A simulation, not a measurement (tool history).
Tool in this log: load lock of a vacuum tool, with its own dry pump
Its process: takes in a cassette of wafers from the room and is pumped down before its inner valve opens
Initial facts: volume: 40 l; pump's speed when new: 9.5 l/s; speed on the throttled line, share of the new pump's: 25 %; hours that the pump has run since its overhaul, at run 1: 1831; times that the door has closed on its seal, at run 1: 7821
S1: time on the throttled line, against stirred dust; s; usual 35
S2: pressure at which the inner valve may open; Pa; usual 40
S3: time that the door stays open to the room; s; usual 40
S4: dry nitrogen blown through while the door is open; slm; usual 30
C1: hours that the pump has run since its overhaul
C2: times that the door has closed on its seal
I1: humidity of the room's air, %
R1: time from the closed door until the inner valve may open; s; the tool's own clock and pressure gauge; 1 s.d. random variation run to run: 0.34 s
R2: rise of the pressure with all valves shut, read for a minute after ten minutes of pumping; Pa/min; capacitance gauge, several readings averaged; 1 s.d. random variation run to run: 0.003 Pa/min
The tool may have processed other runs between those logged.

| run | hour | S1 | S2 | S3 | S4 | C1 | C2 | I1 | R1 | R2 |
|---|---|---|---|---|---|---|---|---|---|---|
| 1 | 0.0 | 35 | 40 | 40 | 30 | 1831 | 7821 | 48.2 | 59.0 | 0.134 |
| 2 | 79.6 | 35 | 40 | 40 | 30 | 1911 | 8195 | 44.6 | 58.9 | 0.136 |
| 3 | 185.4 | 35 | 40 | 40 | 30 | 2017 | 8693 | 47.2 | 60.2 | 0.156 |
| 4 | 264.3 | 35 | 40 | 40 | 30 | 2096 | 9064 | 44.3 | 59.7 | 0.158 |
| 5 | 399.6 | 45 | 40 | 40 | 30 | 2231 | 9700 | 45.4 | 66.9 | 0.170 |
| 6 | 532.2 | 48 | 40 | 40 | 30 | 2364 | 10324 | 44.7 | 69.5 | 0.182 |
| 7 | 622.3 | 48 | 40 | 40 | 30 | 2454 | 10748 | 47.8 | 69.6 | 0.195 |
| 8 | 702.6 | 48 | 40 | 40 | 30 | 2534 | 11126 | 43.5 | 69.6 | 0.201 |
| 9 | 786.7 | 35 | 40 | 40 | 30 | 2618 | 11521 | 44.2 | 59.9 | 0.216 |
| 10 | 915.6 | 35 | 40 | 40 | 30 | 2747 | 12128 | 43.9 | 60.4 | 0.226 |
| 11 | 1041.5 | 35 | 40 | 40 | 30 | 2873 | 12720 | 47.6 | 59.7 | 0.252 |
| 12 | 1173.0 | 35 | 37 | 40 | 30 | 3004 | 13338 | 44.6 | 60.0 | 0.266 |
| 13 | 1274.8 | 35 | 37 | 40 | 30 | 3106 | 13817 | 41.4 | 60.4 | 0.279 |
| 14 | 1344.3 | 35 | 37 | 40 | 30 | 3176 | 14144 | 43.8 | 59.3 | 0.289 |
| 15 | 1468.7 | 26 | 37 | 40 | 11 | 3300 | 14730 | 45.4 | 53.7 | 0.318 |
| 16 | 1559.3 | 28 | 40 | 118 | 30 | 3391 | 15156 | 47.2 | 54.8 | 0.348 |
| 17 | 1630.0 | 28 | 40 | 118 | 30 | 3461 | 15489 | 43.7 | 54.5 | 0.338 |
| 18 | 1738.9 | 28 | 35 | 129 | 30 | 3570 | 16001 | 44.6 | 55.5 | 0.368 |
| 19 | 1867.4 | 35 | 66 | 40 | 30 | 3699 | 16605 | 44.1 | 58.1 | 0.357 |
| 20 | 1947.2 | 40 | 50 | 26 | 6 | 3779 | 16980 | 43.6 | 62.7 | 0.393 |
| 21 | 2005.3 | 35 | 62 | 40 | 30 | 3837 | 17254 | 47.8 | 57.4 | 0.391 |
| 22 | 2104.5 | 23 | 40 | 80 | 10 | 3936 | 17720 | 45.5 | 50.9 | 0.424 |
| 23 | 2236.8 | 40 | 40 | 80 | 4 | 4068 | 18343 | 46.0 | 64.3 | 0.456 |
| 24 | 2365.7 | 40 | 40 | 80 | 4 | 4197 | 18949 | 43.4 | 62.9 | 0.489 |
| 25 | 2485.1 | 40 | 63 | 80 | 19 | 4317 | 19511 | 43.4 | 61.5 | 0.480 |
| 26 | 2608.3 | 25 | 33 | 188 | 23 | 4440 | 20090 | 46.7 | 53.5 | 0.522 |
| 27 | 2671.5 | 35 | 34 | 80 | 30 | 4503 | 20388 | 42.6 | 61.3 | 0.504 |
| 28 | 2769.3 | 50 | 66 | 94 | 6 | 4601 | 20848 | 46.2 | 69.1 | 0.551 |

Measured less the same run without the tool's hidden state. The same run-to-run variation is in both; the gauge's scatter may not be:
Hidden state present: pump's speed, % of a new pump's; leak at the door's seal, Pa l/s; drift of the gauge itself on ready_s, %; drift of the gauge itself on rise_pa_min, %.
| run | R1 | R2 |
|---|---|---|
| 1 | +0.1 | +0.095 |
| 2 | +0.1 | +0.102 |
| 3 | +0.1 | +0.117 |
| 4 | +0.1 | +0.121 |
| 5 | +0.1 | +0.138 |
| 6 | +0.2 | +0.151 |
| 7 | +0.1 | +0.159 |
| 8 | +0.2 | +0.169 |
| 9 | +0.2 | +0.182 |
| 10 | +0.3 | +0.197 |
| 11 | +0.2 | +0.217 |
| 12 | +0.3 | +0.230 |
| 13 | +0.4 | +0.244 |
| 14 | +0.3 | +0.257 |
| 15 | +0.4 | +0.274 |
| 16 | +0.4 | +0.294 |
| 17 | +0.4 | +0.294 |
| 18 | +0.5 | +0.319 |
| 19 | +0.5 | +0.327 |
| 20 | +0.5 | +0.347 |
| 21 | +0.4 | +0.355 |
| 22 | +0.6 | +0.366 |
| 23 | +0.5 | +0.384 |
| 24 | +0.6 | +0.413 |
| 25 | +0.5 | +0.432 |
| 26 | +0.7 | +0.458 |
| 27 | +0.7 | +0.459 |
| 28 | +0.6 | +0.475 |

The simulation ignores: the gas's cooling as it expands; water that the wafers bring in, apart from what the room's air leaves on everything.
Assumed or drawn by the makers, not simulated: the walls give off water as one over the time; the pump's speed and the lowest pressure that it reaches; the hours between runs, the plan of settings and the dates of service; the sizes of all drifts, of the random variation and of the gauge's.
